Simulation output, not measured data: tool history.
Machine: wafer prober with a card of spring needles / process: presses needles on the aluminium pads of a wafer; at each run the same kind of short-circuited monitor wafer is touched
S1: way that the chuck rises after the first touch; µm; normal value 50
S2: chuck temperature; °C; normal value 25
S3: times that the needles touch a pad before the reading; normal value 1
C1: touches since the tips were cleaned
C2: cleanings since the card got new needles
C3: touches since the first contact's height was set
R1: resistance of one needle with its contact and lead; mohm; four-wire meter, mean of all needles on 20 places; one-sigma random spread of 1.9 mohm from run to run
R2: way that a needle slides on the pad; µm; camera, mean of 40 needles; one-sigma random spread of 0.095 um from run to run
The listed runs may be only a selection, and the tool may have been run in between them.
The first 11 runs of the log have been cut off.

run,hour,S1,S2,S3,C1,C2,C3,R1,R2
# hour 88.9: tips cleaned on abrasive film
12,97,50,35,1,3423,34,129518,211,13.71
# hour 97.8: tips cleaned on abrasive film
13,104.2,50,25,1,2756,35,132575,207,13.61
# hour 106.7: tips cleaned on abrasive film
14,111.3,54,25,1,1968,36,135571,206,14.82
# hour 115.4: tips cleaned on abrasive film
15,116.7,54,25,1,565,37,137836,204,14.8
# hour 124.2: tips cleaned on abrasive film
16,125,64,25,1,323,38,141300,202,17.59
# hour 132.6: tips cleaned on abrasive film
17,134.9,64,25,1,1003,39,145520,201,17.57
18,140.1,35,78,1,3197,39,147714,230,9.62
# hour 141.1: tips cleaned on abrasive film
19,145.1,33,32,1,1682,40,149799,224,8.93
# hour 149.4: tips cleaned on abrasive film
20,155.8,56,32,2,2711,41,154328,204,15.34
# hour 158.2: tips cleaned on abrasive film
21,162.8,51,25,1,1962,42,157292,204,14.08
# hour 167.1: tips cleaned on abrasive film
22,169.1,51,25,1,827,43,159915,207,13.97
# hour 176: tips cleaned on abrasive film
23,176.5,51,25,1,190,44,163040,204,14.05
# hour 184.9: tips cleaned on abrasive film
24,185.6,51,25,1,312,45,166903,206,14.1
# hour 193.2: tips cleaned on abrasive film
25,195.6,30,119,2,1031,46,171138,252,8.25
# hour 201.6: tips cleaned on abrasive film
26,204.3,38,93,3,1143,47,174776,233,10.28
27,209,38,93,3,3164,47,176797,232,10.51
# hour 209.8: tips cleaned on abrasive film
# hour 218.7: tips cleaned on abrasive film
28,219.8,46,76,3,470,49,181336,221,12.84
# hour 227: tips cleaned on abrasive film
29,228.9,66,74,1,783,50,185149,214,17.99
# hour 235.3: tips cleaned on abrasive film
30,237.3,31,42,2,830,51,188699,226,8.59
# hour 243.8: tips cleaned on abrasive film
31,244.7,31,48,1,365,52,191819,230,8.43
# hour 252.4: tips cleaned on abrasive film
32,252.4,50,27,1,0,53,195055,205,13.69
# hour 260.9: tips cleaned on abrasive film
33,262.3,50,27,1,622,54,199268,210,13.61
34,266.7,50,27,1,2472,54,201118,209,13.75

Below are 3 alternative next runs, each starting from the tool's condition after run 34. Predict each:
# hour 269.5: tips cleaned on abrasive film
# hour 272.4: height of the first contact set anew
A,275.9,67,45,1,2637,55,1529,?,?
# hour 269.5: tips cleaned on abrasive film
# hour 272.4: height of the first contact set anew
B,275.9,46,25,1,2637,55,1529,?,?
# hour 269.5: tips cleaned on abrasive film
# hour 272.4: height of the first contact set anew
C,275.9,56,32,1,2637,55,1529,?,?

run,R1,R2
A,202,18.4
B,210,12.59
C,207,15.12
Stripped of hidden state, with their random variation kept, the same runs would have yielded:
run,R1,R2
A,202,18.4
B,209,12.59
C,207,15.12
